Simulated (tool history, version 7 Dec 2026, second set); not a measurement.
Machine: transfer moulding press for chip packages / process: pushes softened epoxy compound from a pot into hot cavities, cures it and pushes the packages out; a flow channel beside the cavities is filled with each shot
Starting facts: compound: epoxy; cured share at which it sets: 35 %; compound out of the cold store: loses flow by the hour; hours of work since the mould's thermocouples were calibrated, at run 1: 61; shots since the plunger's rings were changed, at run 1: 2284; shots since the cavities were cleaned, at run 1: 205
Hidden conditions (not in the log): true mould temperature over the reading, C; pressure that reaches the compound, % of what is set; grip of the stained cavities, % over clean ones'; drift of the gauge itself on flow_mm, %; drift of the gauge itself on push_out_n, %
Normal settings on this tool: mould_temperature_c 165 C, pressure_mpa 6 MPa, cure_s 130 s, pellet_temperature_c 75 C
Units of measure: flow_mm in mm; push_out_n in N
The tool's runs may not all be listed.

| run | hour | mould_temperature_c | pressure_mpa | cure_s | pellet_temperature_c | hours of work since the mould's thermocouples were calibrated | shots since the plunger's rings were changed | shots since the cavities were cleaned | incoming compound's hours out of the cold store | flow_mm | push_out_n |
|---|---|---|---|---|---|---|---|---|---|---|---|
| 1 | 0 | 165 | 6 | 130 | 75 | 61 | 2284 | 205 | 10.2 | 575 | 485 |
| 2 | 45.1 | 165 | 5.87 | 130 | 75 | 81 | 2554 | 475 | 22.2 | 550 | 551 |
|  | 75.7 | cavities cleaned with cleaning compound and waxed |
| 3 | 75.7 | 165 | 5.87 | 130 | 75 | 93 | 2729 | 0 | 18.5 | 554 | 420 |
| 4 | 115.7 | 165 | 6 | 130 | 85 | 111 | 2968 | 239 | 20.4 | 555 | 513 |
| 5 | 145.8 | 165 | 6 | 130 | 75 | 124 | 3149 | 420 | 32.2 | 538 | 543 |
|  | 184 | cavities cleaned with cleaning compound and waxed |
| 6 | 207 | 165 | 6 | 130 | 75 | 150 | 3507 | 138 | 19.5 | 553 | 457 |
| 7 | 250.8 | 165 | 6 | 130 | 75 | 169 | 3770 | 401 | 37.4 | 528 | 555 |
|  | 293.7 | cavities cleaned with cleaning compound and waxed |
| 8 | 298.9 | 165 | 6 | 130 | 75 | 189 | 4049 | 31 | 46.9 | 511 | 414 |
|  | 305.4 | mould's thermocouples calibrated |
| 9 | 343.4 | 165 | 6 | 130 | 75 | 16 | 4304 | 286 | 9.5 | 561 | 532 |
| 10 | 378.1 | 165 | 6 | 130 | 75 | 32 | 4512 | 494 | 45.6 | 510 | 548 |
|  | 404.2 | cavities cleaned with cleaning compound and waxed |
|  | 416.3 | plunger's sealing rings changed |
| 11 | 440.2 | 165 | 6 | 130 | 75 | 57 | 143 | 200 | 33.7 | 553 | 473 |
| 12 | 487.3 | 165 | 6 | 130 | 80 | 77 | 426 | 483 | 43.6 | 538 | 554 |
|  | 517.6 | cavities cleaned with cleaning compound and waxed |
| 13 | 528.8 | 172 | 6 | 130 | 75 | 95 | 666 | 67 | 19.9 | 551 | 366 |
| 14 | 557.4 | 172 | 6 | 130 | 75 | 107 | 837 | 238 | 29.5 | 539 | 429 |

Run 15 is up next; what results do you expect?
| 15 | 589.6 | 167 | 5.72 | 136 | 75 | 121 | 1030 | 431 | 22.4 | ? | ? |

Logged for run 15: flow_mm 547 mm, push_out_n 500 N.
With the hidden condition absent and the run-to-run variation left alone, this run would have shown flow_mm 552 mm, push_out_n 370 N.

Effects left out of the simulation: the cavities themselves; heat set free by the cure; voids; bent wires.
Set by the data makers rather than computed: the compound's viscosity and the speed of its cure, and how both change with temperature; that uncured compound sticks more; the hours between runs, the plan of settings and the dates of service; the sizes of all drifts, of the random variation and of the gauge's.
